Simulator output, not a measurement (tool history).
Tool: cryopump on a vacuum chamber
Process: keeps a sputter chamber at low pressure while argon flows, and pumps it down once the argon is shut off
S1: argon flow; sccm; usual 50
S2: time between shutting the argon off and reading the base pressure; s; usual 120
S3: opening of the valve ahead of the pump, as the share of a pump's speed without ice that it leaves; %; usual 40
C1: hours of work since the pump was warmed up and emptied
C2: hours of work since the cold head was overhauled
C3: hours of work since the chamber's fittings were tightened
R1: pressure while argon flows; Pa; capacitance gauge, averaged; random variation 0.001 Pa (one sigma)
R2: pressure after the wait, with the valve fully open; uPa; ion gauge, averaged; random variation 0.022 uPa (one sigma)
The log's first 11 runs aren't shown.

{"run": 12, "hour": 267.7, "S1": 48, "S2": 120, "S3": 40, "C1": 370, "C2": 1545, "C3": 3610, "R1": 0.2183, "R2": 4.68}
{"run": 13, "hour": 284.3, "S1": 48, "S2": 120, "S3": 40, "C1": 385, "C2": 1560, "C3": 3625, "R1": 0.2183, "R2": 4.62}
{"run": 14, "hour": 309.2, "S1": 48, "S2": 120, "S3": 40, "C1": 408, "C2": 1583, "C3": 3647, "R1": 0.2188, "R2": 4.78}
{"run": 15, "hour": 328.6, "S1": 48, "S2": 120, "S3": 40, "C1": 425, "C2": 1600, "C3": 3664, "R1": 0.219, "R2": 4.82}
{"run": 16, "hour": 358.3, "S1": 48, "S2": 120, "S3": 40, "C1": 452, "C2": 1627, "C3": 3691, "R1": 0.2206, "R2": 4.79}
{"hour": 377.7, "done": "leaking fittings of the chamber tightened, without venting"}
{"run": 17, "hour": 395.8, "S1": 50, "S2": 120, "S3": 40, "C1": 483, "C2": 1658, "C3": 16, "R1": 0.2269, "R2": 0.74}
{"run": 18, "hour": 420.4, "S1": 50, "S2": 120, "S3": 40, "C1": 505, "C2": 1680, "C3": 38, "R1": 0.2294, "R2": 0.79}
{"run": 19, "hour": 448.4, "S1": 61, "S2": 287, "S3": 28, "C1": 531, "C2": 1706, "C3": 63, "R1": 0.3971, "R2": 0.62}
{"run": 20, "hour": 465.1, "S1": 61, "S2": 108, "S3": 22, "C1": 546, "C2": 1720, "C3": 78, "R1": 0.5, "R2": 0.8}
{"run": 21, "hour": 489.1, "S1": 28, "S2": 34, "S3": 41, "C1": 567, "C2": 1742, "C3": 100, "R1": 0.1271, "R2": 1.62}
{"run": 22, "hour": 509.3, "S1": 28, "S2": 34, "S3": 41, "C1": 585, "C2": 1760, "C3": 118, "R1": 0.1253, "R2": 1.7}
{"run": 23, "hour": 543.9, "S1": 28, "S2": 34, "S3": 41, "C1": 616, "C2": 1791, "C3": 149, "R1": 0.127, "R2": 1.68}
{"run": 24, "hour": 565.2, "S1": 28, "S2": 34, "S3": 41, "C1": 635, "C2": 1810, "C3": 168, "R1": 0.1256, "R2": 1.68}
{"run": 25, "hour": 598.1, "S1": 28, "S2": 34, "S3": 41, "C1": 665, "C2": 1840, "C3": 197, "R1": 0.1276, "R2": 1.81}
{"run": 26, "hour": 627.1, "S1": 28, "S2": 34, "S3": 41, "C1": 691, "C2": 1866, "C3": 223, "R1": 0.1267, "R2": 1.74}
{"run": 27, "hour": 653.8, "S1": 28, "S2": 34, "S3": 41, "C1": 715, "C2": 1890, "C3": 247, "R1": 0.1268, "R2": 1.8}
{"run": 28, "hour": 670.6, "S1": 28, "S2": 190, "S3": 23, "C1": 730, "C2": 1905, "C3": 262, "R1": 0.2227, "R2": 0.92}
{"run": 29, "hour": 689.7, "S1": 99, "S2": 89, "S3": 38, "C1": 747, "C2": 1922, "C3": 280, "R1": 0.4846, "R2": 1.17}
{"run": 30, "hour": 727.6, "S1": 28, "S2": 270, "S3": 18, "C1": 781, "C2": 1956, "C3": 314, "R1": 0.2839, "R2": 0.9}
{"run": 31, "hour": 750.4, "S1": 28, "S2": 270, "S3": 18, "C1": 801, "C2": 1976, "C3": 334, "R1": 0.2821, "R2": 0.97}
{"run": 32, "hour": 766.3, "S1": 50, "S2": 120, "S3": 21, "C1": 815, "C2": 1990, "C3": 348, "R1": 0.4343, "R2": 1.18}
{"run": 33, "hour": 790.6, "S1": 50, "S2": 119, "S3": 23, "C1": 837, "C2": 2012, "C3": 370, "R1": 0.3968, "R2": 1.13}
{"run": 34, "hour": 823.8, "S1": 36, "S2": 247, "S3": 40, "C1": 867, "C2": 2042, "C3": 400, "R1": 0.1702, "R2": 1.05}
{"run": 35, "hour": 842.6, "S1": 50, "S2": 25, "S3": 50, "C1": 884, "C2": 2059, "C3": 417, "R1": 0.1905, "R2": 2.36}

3 ways to go on from here, each from the tool as it stands after run 35. What would each give?
{"run": "A", "hour": 869.5, "S1": 71, "S2": 36, "S3": 27, "C1": 908, "C2": 2083, "C3": 441, "R1": "?", "R2": "?"}
{"run": "B", "hour": 869.5, "S1": 50, "S2": 25, "S3": 22, "C1": 908, "C2": 2083, "C3": 441, "R1": "?", "R2": "?"}
{"run": "C", "hour": 869.5, "S1": 71, "S2": 120, "S3": 40, "C1": 908, "C2": 2083, "C3": 441, "R1": "?", "R2": "?"}

run=A R1=0.4868 R2=1.95
run=B R1=0.4167 R2=2.47
run=C R1=0.3342 R2=1.27
Without the tool's hidden state the same runs would have given:
run=A R1=0.4665 R2=1.33
run=B R1=0.4024 R2=1.83
run=C R1=0.314 R2=0.65
